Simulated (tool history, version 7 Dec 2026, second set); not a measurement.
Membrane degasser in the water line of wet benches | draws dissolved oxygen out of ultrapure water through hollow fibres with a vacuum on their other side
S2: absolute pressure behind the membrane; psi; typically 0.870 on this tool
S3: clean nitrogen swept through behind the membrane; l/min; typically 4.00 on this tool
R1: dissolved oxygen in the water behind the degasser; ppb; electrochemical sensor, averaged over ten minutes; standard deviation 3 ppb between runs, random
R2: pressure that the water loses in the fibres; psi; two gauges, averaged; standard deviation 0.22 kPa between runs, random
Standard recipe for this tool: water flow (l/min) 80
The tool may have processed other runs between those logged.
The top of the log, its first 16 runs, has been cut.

{"run": 17, "day": 98.367, "water flow (l/min)": 75, "S2": 1.426, "S3": 3.77, "R1": 501.2, "R2": 8.374}
{"run": 18, "day": 103.033, "water flow (l/min)": 66, "S2": 1.484, "S3": 3.77, "R1": 420.8, "R2": 7.388}
{"run": 19, "day": 109.212, "water flow (l/min)": 50, "S2": 1.199, "S3": 2.49, "R1": 299.6, "R2": 5.609}
{"run": 20, "day": 113.692, "water flow (l/min)": 117, "S2": 0.902, "S3": 4.0, "R1": 882.0, "R2": 13.114}
{"run": 21, "day": 118.921, "water flow (l/min)": 117, "S2": 0.902, "S3": 4.0, "R1": 888.9, "R2": 13.139}
{"day": 124.479, "done": "seals of the vacuum lines changed"}
{"run": 22, "day": 126.971, "water flow (l/min)": 61, "S2": 0.751, "S3": 4.0, "R1": 200.2, "R2": 6.853}
{"run": 23, "day": 133.75, "water flow (l/min)": 108, "S2": 1.346, "S3": 4.0, "R1": 936.7, "R2": 12.164}
{"run": 24, "day": 137.071, "water flow (l/min)": 108, "S2": 1.346, "S3": 4.0, "R1": 912.1, "R2": 12.161}
{"run": 25, "day": 142.388, "water flow (l/min)": 108, "S2": 1.346, "S3": 4.0, "R1": 928.7, "R2": 12.169}
{"run": 26, "day": 149.954, "water flow (l/min)": 80, "S2": 1.33, "S3": 2.36, "R1": 695.6, "R2": 9.061}
{"run": 27, "day": 153.904, "water flow (l/min)": 111, "S2": 2.132, "S3": 2.93, "R1": 1396.1, "R2": 12.589}
{"run": 28, "day": 157.429, "water flow (l/min)": 111, "S2": 2.132, "S3": 2.93, "R1": 1417.9, "R2": 12.599}
{"run": 29, "day": 162.938, "water flow (l/min)": 87, "S2": 2.132, "S3": 1.8, "R1": 1321.5, "R2": 9.945}
{"run": 30, "day": 169.604, "water flow (l/min)": 87, "S2": 2.132, "S3": 1.8, "R1": 1328.3, "R2": 9.884}
{"run": 31, "day": 177.05, "water flow (l/min)": 87, "S2": 2.132, "S3": 1.8, "R1": 1303.3, "R2": 9.937}
{"run": 32, "day": 182.533, "water flow (l/min)": 87, "S2": 0.999, "S3": 1.8, "R1": 733.8, "R2": 10.002}

Here are 4 independent what-if runs from the current tool condition. What would each one return?
{"run": "A", "day": 189.192, "water flow (l/min)": 84, "S2": 0.859, "S3": 6.53, "R1": "?", "R2": "?"}
{"run": "B", "day": 189.192, "water flow (l/min)": 57, "S2": 0.999, "S3": 1.8, "R1": "?", "R2": "?"}
{"run": "C", "day": 189.192, "water flow (l/min)": 80, "S2": 1.333, "S3": 11.29, "R1": "?", "R2": "?"}
{"run": "D", "day": 189.192, "water flow (l/min)": 120, "S2": 0.548, "S3": 6.93, "R1": "?", "R2": "?"}

run=A R1=430.0 R2=9.662
run=B R1=390.6 R2=6.595
run=C R1=402.2 R2=9.242
run=D R1=833.3 R2=13.879
Without the tool's hidden state the same runs would have given:
run=A R1=284.1 R2=8.441
run=B R1=289.3 R2=5.764
run=C R1=277.8 R2=8.079
run=D R1=577.3 R2=12.125
